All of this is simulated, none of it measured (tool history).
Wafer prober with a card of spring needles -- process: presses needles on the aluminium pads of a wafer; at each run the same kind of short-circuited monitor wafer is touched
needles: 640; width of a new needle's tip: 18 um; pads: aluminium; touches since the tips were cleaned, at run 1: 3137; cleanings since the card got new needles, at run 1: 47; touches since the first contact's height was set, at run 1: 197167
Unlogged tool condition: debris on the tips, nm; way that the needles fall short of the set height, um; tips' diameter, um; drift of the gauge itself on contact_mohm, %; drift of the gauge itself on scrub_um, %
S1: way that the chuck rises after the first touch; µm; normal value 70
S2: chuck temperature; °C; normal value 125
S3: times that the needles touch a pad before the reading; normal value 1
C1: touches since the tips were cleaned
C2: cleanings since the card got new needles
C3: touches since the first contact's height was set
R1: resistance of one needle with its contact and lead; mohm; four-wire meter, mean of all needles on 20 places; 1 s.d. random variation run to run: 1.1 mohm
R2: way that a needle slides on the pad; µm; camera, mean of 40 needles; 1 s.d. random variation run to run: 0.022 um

run    day  S1   S2  S3    C1  C2      C3   R1     R2
  1  0.000  70  125   1  3137  47  197167  193   9.57
     0.038  -- tips cleaned on abrasive film
     0.288  -- tips cleaned on abrasive film
  2  0.408  70  125   1  1966  49  203687  188   9.50
     0.542  -- tips cleaned on abrasive film
  3  0.708  70  125   1  2719  50  208555  192   9.57
     0.771  -- tips cleaned on abrasive film
  4  0.933  70  125   1  2622  51  212120  190   9.54
     1.008  -- tips cleaned on abrasive film
  5  1.212  70   49   1  3344  52  216646  181   9.52
     1.246  -- tips cleaned on abrasive film
     1.483  -- tips cleaned on abrasive film
  6  1.600  70   49   1  1926  54  222845  177   9.52
     1.729  -- tips cleaned on abrasive film
  7  1.946  70  125   1  3506  55  228404  192   9.51
     1.983  -- tips cleaned on abrasive film
  8  2.188  70  125   1  3366  56  232315  195   9.49
     2.225  -- tips cleaned on abrasive film
     2.471  -- tips cleaned on abrasive film
  9  2.508  70  125   1   615  58  237389  182   9.47
 10  2.688  78   48   1  3575  58  240349  179  10.58
     2.717  -- tips cleaned on abrasive film
     2.904  -- height of the first contact set anew
     2.962  -- tips cleaned on abrasive film
 11  3.029  66  125   2  1093  60    1952  183   9.37
     3.192  -- tips cleaned on abrasive film
     3.433  -- tips cleaned on abrasive film
 12  3.433  66  125   2     0  62    8416  180   9.34
     3.667  -- tips cleaned on abrasive film
 13  3.838  66  125   2  2783  63   14958  186   9.36
     3.900  -- tips cleaned on abrasive film
     4.158  -- tips cleaned on abrasive film
 14  4.254  81  125   2  1570  65   21644  181  11.42
     4.396  -- tips cleaned on abrasive film
     4.629  -- tips cleaned on abrasive film
 15  4.654  81  125   2   360  67   27990  178  11.40
 16  4.842  81  125   2  3441  67   31071  185  11.41
     4.875  -- tips cleaned on abrasive film
 17  5.096  72  125   2  3602  68   35161  188  10.14
     5.129  -- tips cleaned on abrasive film
     5.379  -- tips cleaned on abrasive film
 18  5.412  77   44   1   506  70   40183  168  10.84

3 ways to go on from here, each from the tool as it stands after run 18. What would each give?
     5.612  -- tips cleaned on abrasive film
  A  5.754  56  44   2  2311  71  45719   ?   ?
     5.612  -- tips cleaned on abrasive film
  B  5.754  82  44   1  2311  71  45719   ?   ?
     5.612  -- tips cleaned on abrasive film
  C  5.754  70  44   1  2311  71  45719   ?   ?

run   R1     R2
  A  178   7.85
  B  174  11.51
  C  175   9.80
Without the tool's unlogged condition, the same runs would have read:
run   R1     R2
  A  166   7.96
  B  163  11.62
  C  161   9.90
